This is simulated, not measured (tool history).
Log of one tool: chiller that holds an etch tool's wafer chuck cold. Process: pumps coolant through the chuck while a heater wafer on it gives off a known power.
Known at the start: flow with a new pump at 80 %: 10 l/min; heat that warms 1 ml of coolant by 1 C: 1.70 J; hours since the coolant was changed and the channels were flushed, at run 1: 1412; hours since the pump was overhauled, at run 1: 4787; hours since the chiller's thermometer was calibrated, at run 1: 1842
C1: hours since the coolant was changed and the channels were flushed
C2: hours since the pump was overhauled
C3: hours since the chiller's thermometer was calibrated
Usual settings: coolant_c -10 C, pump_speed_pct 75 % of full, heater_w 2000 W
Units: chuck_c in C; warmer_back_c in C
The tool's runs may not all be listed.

Run 1, hour 0.0: usual settings; C1 1412; C2 4787; C3 1842. Result: chuck_c 6.8 C, warmer_back_c 8.44 C.
At hour 106.3: coolant pump overhauled.
Run 2, hour 126.6: usual settings; C1 1533; C2 20; C3 1964. Result: chuck_c 5.6 C, warmer_back_c 7.43 C.
Run 3, hour 208.7: usual settings; C1 1615; C2 102; C3 2046. Result: chuck_c 5.5 C, warmer_back_c 7.48 C.
Run 4, hour 297.7: usual settings; C1 1704; C2 191; C3 2135. Result: chuck_c 5.7 C, warmer_back_c 7.51 C.
Run 5, hour 374.4: usual settings but pump_speed_pct 66 % of full; C1 1781; C2 268; C3 2212. Result: chuck_c 7.1 C, warmer_back_c 8.49 C.
Run 6, hour 490.6: usual settings; C1 1897; C2 384; C3 2328. Result: chuck_c 5.9 C, warmer_back_c 7.58 C.
Run 7, hour 563.5: usual settings; C1 1970; C2 457; C3 2401. Result: chuck_c 5.8 C, warmer_back_c 7.63 C.
Run 8, hour 659.0: usual settings but pump_speed_pct 65 % of full; C1 2066; C2 553; C3 2496. Result: chuck_c 7.3 C, warmer_back_c 8.65 C.
At hour 729.5: chiller's thermometer calibrated.
Run 9, hour 731.9: usual settings but pump_speed_pct 65 % of full; C1 2138; C2 625; C3 2. Result: chuck_c 6.7 C, warmer_back_c 8.70 C.
Run 10, hour 843.2: usual settings but pump_speed_pct 65 % of full; C1 2249; C2 736; C3 114. Result: chuck_c 6.8 C, warmer_back_c 8.73 C.
Run 11, hour 950.4: usual settings but coolant_c -14 C, pump_speed_pct 65 % of full; C1 2356; C2 843; C3 221. Result: chuck_c 2.9 C, warmer_back_c 8.72 C.
Run 12, hour 1057.5: usual settings but coolant_c -14 C, pump_speed_pct 65 % of full; C1 2463; C2 950; C3 328. Result: chuck_c 3.2 C, warmer_back_c 8.79 C.
Run 13, hour 1134.8: usual settings but coolant_c -15 C, pump_speed_pct 60 % of full, heater_w 1400 W; C1 2541; C2 1027; C3 405. Result: chuck_c -2.5 C, warmer_back_c 6.59 C.
Run 14, hour 1216.0: usual settings but coolant_c -15 C, pump_speed_pct 60 % of full, heater_w 2701 W; C1 2622; C2 1109; C3 486. Result: chuck_c 9.4 C, warmer_back_c 12.79 C.
At hour 1321.1: coolant changed, channels flushed.
Run 15, hour 1322.5: usual settings but coolant_c -15 C, pump_speed_pct 60 % of full, heater_w 2701 W; C1 1; C2 1209; C3 587. Result: chuck_c 7.9 C, warmer_back_c 12.77 C.
Run 16, hour 1428.5: usual settings but coolant_c -6 C, pump_speed_pct 82 % of full, heater_w 1775 W; C1 107; C2 1315; C3 693. Result: chuck_c 6.5 C, warmer_back_c 6.33 C.
Run 17, hour 1495.2: usual settings but coolant_c -3 C, pump_speed_pct 72 % of full; C1 174; C2 1382; C3 760. Result: chuck_c 12.4 C, warmer_back_c 8.02 C.
Run 18, hour 1582.1: usual settings but coolant_c -8 C, heater_w 2086 W; C1 261; C2 1469; C3 847. Result: chuck_c 7.6 C, warmer_back_c 8.09 C.
Run 19, hour 1693.6: usual settings but pump_speed_pct 61 % of full; C1 373; C2 1580; C3 958. Result: chuck_c 7.2 C, warmer_back_c 9.47 C.
Run 20, hour 1776.3: usual settings but coolant_c -8 C, pump_speed_pct 86 % of full, heater_w 2996 W; C1 455; C2 1663; C3 1041. Result: chuck_c 12.7 C, warmer_back_c 10.21 C.
Run 21, hour 1897.2: usual settings but coolant_c -12 C, pump_speed_pct 68 % of full; C1 576; C2 1784; C3 1162. Result: chuck_c 4.3 C, warmer_back_c 8.55 C.
Run 22, hour 2001.9: usual settings but coolant_c -12 C, pump_speed_pct 61 % of full, heater_w 1973 W; C1 681; C2 1889; C3 1266. Result: chuck_c 5.2 C, warmer_back_c 9.35 C.
Run 23, hour 2089.0: usual settings but coolant_c -14 C, pump_speed_pct 99 % of full, heater_w 2737 W; C1 768; C2 1976; C3 1353. Result: chuck_c 3.6 C, warmer_back_c 8.23 C.

How the hidden state differs across the entries between the runs, from the last listed run before each to the first after it:
Between runs 1 and 2: coolant pump overhauled (hour 106.3)
  heat passed by the chuck's channels, % of clean ones': 94.6 -> 94.2; flow at a given pump speed, % of a new pump's: 89 -> 100; coolant's true temperature over the reading, C: 0.64 -> 0.68
  measured less the result without the state, chuck_c: +2.4 -> +1.3 C; warmer_back_c: +0.93 -> +0.00 C
Between runs 8 and 9: chiller's thermometer calibrated (hour 729.5)
  heat passed by the chuck's channels, % of clean ones': 92.4 -> 92.2; flow at a given pump speed, % of a new pump's: 98.9 -> 98.7; coolant's true temperature over the reading, C: 0.85 -> -0.01
  measured less the result without the state, chuck_c: +1.8 -> +1.0 C; warmer_back_c: +0.09 -> +0.11 C
Between runs 14 and 15: coolant changed, channels flushed (hour 1321.1)
  heat passed by the chuck's channels, % of clean ones': 90.6 -> 99.4; flow at a given pump speed, % of a new pump's: 97.6 -> 97.4; coolant's true temperature over the reading, C: 0.15 -> 0.18
  measured less the result without the state, chuck_c: +2.0 -> +0.7 C; warmer_back_c: +0.30 -> +0.33 C
